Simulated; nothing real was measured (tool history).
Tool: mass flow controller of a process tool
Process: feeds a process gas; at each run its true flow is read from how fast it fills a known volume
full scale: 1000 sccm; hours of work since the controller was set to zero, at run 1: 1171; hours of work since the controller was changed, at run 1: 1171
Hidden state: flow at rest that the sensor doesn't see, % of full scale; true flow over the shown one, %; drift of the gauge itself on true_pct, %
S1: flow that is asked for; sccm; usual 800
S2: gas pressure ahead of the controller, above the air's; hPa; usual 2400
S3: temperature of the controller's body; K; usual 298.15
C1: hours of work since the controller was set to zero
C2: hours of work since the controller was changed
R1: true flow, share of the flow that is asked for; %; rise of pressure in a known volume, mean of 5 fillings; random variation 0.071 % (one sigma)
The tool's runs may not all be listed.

run,day,S1,S2,S3,C1,C2,R1
1,0.000,800,2400,298.15,1171,1171,100.33
2,5.133,800,2490,298.15,1257,1257,100.33
3,8.442,570,2400,298.15,1312,1312,99.91
4,13.754,800,2400,307.15,1401,1401,100.22
5,16.788,800,2400,307.15,1452,1452,100.08
6,20.154,800,2400,307.15,1508,1508,100.16
7,23.600,800,2400,298.15,1566,1566,100.47
8,28.167,800,2400,298.15,1642,1642,100.49
9,31.783,800,2400,298.15,1703,1703,100.42
10,36.612,800,2400,298.15,1783,1783,100.54
11,39.250,800,2400,298.15,1828,1828,100.56
12,44.667,800,2400,298.15,1918,1918,100.57
13,48.212,800,2400,298.15,1977,1977,100.66
14,51.392,800,2400,298.15,2031,2031,100.75
15,55.104,420,2400,298.15,2093,2093,100.14
16,59.746,420,2400,298.15,2170,2170,100.44
17,62.225,420,2400,309.15,2212,2212,99.91
18,65.304,800,2400,298.15,2263,2263,100.88
19,68.592,800,2400,298.15,2318,2318,100.81
20,74.062,800,2400,298.15,2410,2410,100.83
21,76.675,800,2400,298.15,2454,2454,100.78
22,81.967,800,2400,298.15,2542,2542,100.87
23,84.471,800,2400,298.15,2584,2584,100.90
24,86.946,800,2400,301.15,2626,2626,100.86
25,91.996,800,2400,301.15,2710,2710,100.89
26,96.112,915,2400,298.15,2779,2779,101.06
27,98.525,885,1690,298.15,2819,2819,100.84
28,101.679,885,1690,298.15,2872,2872,100.95
29,106.021,885,1690,298.15,2945,2945,100.98
30,108.850,885,1690,298.15,2992,2992,101.13
31,114.429,173,2180,300.15,3085,3085,102.01
32,119.212,173,2180,300.15,3165,3165,101.95
33,121.892,173,2180,300.15,3210,3210,102.16
34,124.529,283,1420,312.15,3254,3254,100.50
35,127.404,227,2400,298.15,3303,3303,101.73
36,131.942,537,2400,300.15,3378,3378,100.94
37,136.408,537,1630,296.15,3453,3453,100.85
38,141.967,537,2070,306.15,3546,3546,100.70
39,145.967,313,1670,298.15,3613,3613,101.40
40,151.229,480,1780,302.15,3701,3701,100.87
41,154.921,102,2400,305.15,3763,3763,105.19
42,159.721,102,2400,305.15,3843,3843,105.29
43,164.462,102,2400,305.15,3923,3923,105.44
44,170.167,666,2400,311.15,4018,4018,101.04
45,172.938,800,1910,295.15,4064,4064,101.48
46,177.062,229,2440,298.15,4133,4133,102.48
47,180.229,131,2440,295.15,4186,4186,104.91
48,184.275,131,2440,295.15,4254,4254,104.95
49,186.975,131,2440,295.15,4299,4299,104.95

Forecast each of these 3 alternatives for the next run:
A,190.988,800,2400,301.15,4366,4366,?
B,190.988,127,2380,295.15,4366,4366,?
C,190.988,152,2440,295.15,4366,4366,?

run,R1
A,101.65
B,105.26
C,104.27
Without the tool's hidden state the same runs would have given:
run,R1
A,99.60
B,98.22
C,98.22
